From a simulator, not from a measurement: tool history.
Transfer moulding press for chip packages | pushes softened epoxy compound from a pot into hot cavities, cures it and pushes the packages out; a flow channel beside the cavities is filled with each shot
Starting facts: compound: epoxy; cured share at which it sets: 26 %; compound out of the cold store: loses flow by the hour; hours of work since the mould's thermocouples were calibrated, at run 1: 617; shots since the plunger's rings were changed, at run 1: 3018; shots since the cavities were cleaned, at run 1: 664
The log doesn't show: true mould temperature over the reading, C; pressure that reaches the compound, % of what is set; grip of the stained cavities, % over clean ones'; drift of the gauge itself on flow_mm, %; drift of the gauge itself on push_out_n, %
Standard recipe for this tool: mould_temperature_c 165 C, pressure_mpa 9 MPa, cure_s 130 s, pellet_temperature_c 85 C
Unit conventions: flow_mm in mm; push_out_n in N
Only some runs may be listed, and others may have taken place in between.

| run | day | mould_temperature_c | pressure_mpa | cure_s | pellet_temperature_c | hours of work since the mould's thermocouples were calibrated | shots since the plunger's rings were changed | shots since the cavities were cleaned | incoming compound's hours out of the cold store | flow_mm | push_out_n |
|---|---|---|---|---|---|---|---|---|---|---|---|
| 1 | 0 | 165 | 9 | 130 | 85 | 617 | 3018 | 664 | 19 | 665 | 584 |
| 2 | 1.296 | 165 | 9 | 130 | 85 | 630 | 3217 | 863 | 29.3 | 644 | 581 |
|  | 2.033 | cavities cleaned with cleaning compound and waxed |
| 3 | 2.808 | 165 | 9 | 130 | 85 | 646 | 3441 | 120 | 29.4 | 647 | 449 |
| 4 | 4.358 | 165 | 9 | 130 | 85 | 662 | 3679 | 358 | 35.4 | 631 | 525 |
| 5 | 5.217 | 165 | 9 | 130 | 85 | 671 | 3811 | 490 | 39 | 618 | 555 |
| 6 | 6.475 | 165 | 9 | 130 | 85 | 684 | 4004 | 683 | 24 | 649 | 559 |
| 7 | 7.362 | 165 | 9 | 130 | 85 | 694 | 4140 | 819 | 34.7 | 627 | 608 |
|  | 8.358 | cavities cleaned with cleaning compound and waxed |
| 8 | 9.154 | 159 | 9 | 130 | 85 | 712 | 4406 | 122 | 33.3 | 655 | 637 |
| 9 | 10.592 | 159 | 9 | 130 | 85 | 727 | 4627 | 343 | 39.4 | 646 | 697 |
| 10 | 11.671 | 159 | 9 | 130 | 89 | 738 | 4793 | 509 | 9.1 | 697 | 774 |
| 11 | 12.721 | 165 | 7.47 | 130 | 85 | 750 | 4954 | 670 | 26.5 | 579 | 545 |
| 12 | 13.879 | 165 | 7.47 | 130 | 85 | 762 | 5132 | 848 | 25.2 | 587 | 614 |
|  | 14.667 | cavities cleaned with cleaning compound and waxed |
| 13 | 15.004 | 165 | 7.47 | 130 | 85 | 773 | 5295 | 51 | 30.1 | 586 | 427 |
| 14 | 16.188 | 165 | 7.47 | 130 | 85 | 785 | 5477 | 233 | 22.6 | 584 | 493 |
| 15 | 17.321 | 165 | 7.47 | 130 | 85 | 797 | 5651 | 407 | 27.4 | 574 | 531 |
| 16 | 18.117 | 158 | 9 | 167 | 85 | 806 | 5774 | 530 | 22.7 | 675 | 579 |
|  | 18.929 | plunger's sealing rings changed |
| 17 | 19.362 | 158 | 9 | 167 | 85 | 818 | 67 | 706 | 35.3 | 678 | 594 |
|  | 20.225 | mould's thermocouples calibrated |
| 18 | 20.225 | 158 | 7.19 | 128 | 85 | 0 | 186 | 825 | 37.6 | 593 | 825 |
|  | 21.233 | cavities cleaned with cleaning compound and waxed |
| 19 | 21.808 | 171 | 9 | 130 | 85 | 16 | 420 | 89 | 42 | 619 | 388 |
| 20 | 22.7 | 165 | 9 | 133 | 95 | 25 | 557 | 226 | 23 | 659 | 461 |
| 21 | 24.008 | 165 | 9 | 133 | 95 | 39 | 758 | 427 | 25.3 | 666 | 523 |
| 22 | 25.017 | 167 | 9 | 133 | 76 | 50 | 913 | 582 | 47.2 | 608 | 536 |
| 23 | 26.342 | 158 | 9 | 161 | 85 | 64 | 1117 | 786 | 34.8 | 669 | 608 |
| 24 | 27.308 | 158 | 9 | 161 | 85 | 74 | 1265 | 934 | 10.4 | 713 | 629 |
|  | 27.567 | cavities cleaned with cleaning compound and waxed |
| 25 | 28.562 | 163 | 10.33 | 158 | 85 | 87 | 1448 | 153 | 15.5 | 741 | 437 |
| 26 | 30.183 | 168 | 9 | 133 | 83 | 104 | 1697 | 402 | 12.7 | 676 | 486 |
| 27 | 31.246 | 171 | 10.39 | 165 | 79 | 115 | 1860 | 565 | 13.7 | 720 | 496 |

5 options for the next run, each taken on its own from the tool as it stands now. Forecast them:
| A | 32.829 | 169 | 10.39 | 144 | 86 | 132 | 2104 | 809 | 25.4 | ? | ? |
| B | 32.829 | 171 | 9.93 | 129 | 79 | 132 | 2104 | 809 | 23 | ? | ? |
| C | 32.829 | 171 | 10.39 | 129 | 79 | 132 | 2104 | 809 | 16.6 | ? | ? |
| D | 32.829 | 165 | 8.77 | 130 | 80 | 132 | 2104 | 809 | 18 | ? | ? |
| E | 32.829 | 170 | 10.39 | 124 | 93 | 132 | 2104 | 809 | 16.8 | ? | ? |

| run | flow_mm | push_out_n |
|---|---|---|
| A | 692 | 529 |
| B | 683 | 519 |
| C | 711 | 537 |
| D | 664 | 594 |
| E | 711 | 526 |
With no hidden state in the tool, these same runs would have given:
| run | flow_mm | push_out_n |
|---|---|---|
| A | 705 | 356 |
| B | 696 | 349 |
| C | 725 | 363 |
| D | 676 | 397 |
| E | 724 | 353 |
